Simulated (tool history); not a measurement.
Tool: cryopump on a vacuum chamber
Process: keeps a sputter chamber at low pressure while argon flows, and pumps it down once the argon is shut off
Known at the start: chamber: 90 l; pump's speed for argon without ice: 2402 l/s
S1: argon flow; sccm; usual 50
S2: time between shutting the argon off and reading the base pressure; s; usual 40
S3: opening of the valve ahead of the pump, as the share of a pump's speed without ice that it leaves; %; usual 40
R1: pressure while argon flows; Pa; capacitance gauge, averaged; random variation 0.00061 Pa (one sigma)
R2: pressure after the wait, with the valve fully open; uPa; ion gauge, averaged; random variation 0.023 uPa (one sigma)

run	hour	S1	S2	S3	R1	R2
1	0.0	50	40	40	0.0931	0.81
2	64.3	50	40	40	0.0955	0.73
3	136.0	50	40	40	0.0958	0.75
4	218.5	50	40	40	0.0968	0.73
5	288.0	50	40	40	0.0980	0.76
6	338.2	50	40	40	0.0990	0.81
7	388.8	50	40	23	0.1639	0.81
8	490.3	50	40	23	0.1636	0.80
9	595.1	50	40	23	0.1644	0.78
10	643.1	25	40	23	0.0825	0.84
11	692.3	50	40	40	0.1017	0.82
12	771.3	50	40	40	0.1032	0.87
13	879.8	50	40	40	0.1046	0.93
14	982.3	50	66	17	0.2255	0.60
15	1074.2	50	66	17	0.2246	0.66
16	1159.8	20	57	50	0.0364	0.71
# hour 1183.1: pump warmed up, emptied and cooled again
17	1263.3	81	61	42	0.1392	0.60
18	1322.7	67	61	35	0.1375	0.60
19	1404.1	28	82	40	0.0508	0.49
20	1487.6	50	232	40	0.0901	0.37
21	1562.0	50	232	40	0.0922	0.37

3 ways to go on from here, each from the tool as it stands after run 21. What would each give?
A	1663.0	80	81	52	?	?
B	1663.0	75	232	40	?	?
C	1663.0	50	33	40	?	?

run	R1	R2
A	0.1166	0.53
B	0.1403	0.34
C	0.0923	0.94
Without the tool's hidden state the same runs would have given:
run	R1	R2
A	0.1096	0.38
B	0.1337	0.20
C	0.0879	0.80

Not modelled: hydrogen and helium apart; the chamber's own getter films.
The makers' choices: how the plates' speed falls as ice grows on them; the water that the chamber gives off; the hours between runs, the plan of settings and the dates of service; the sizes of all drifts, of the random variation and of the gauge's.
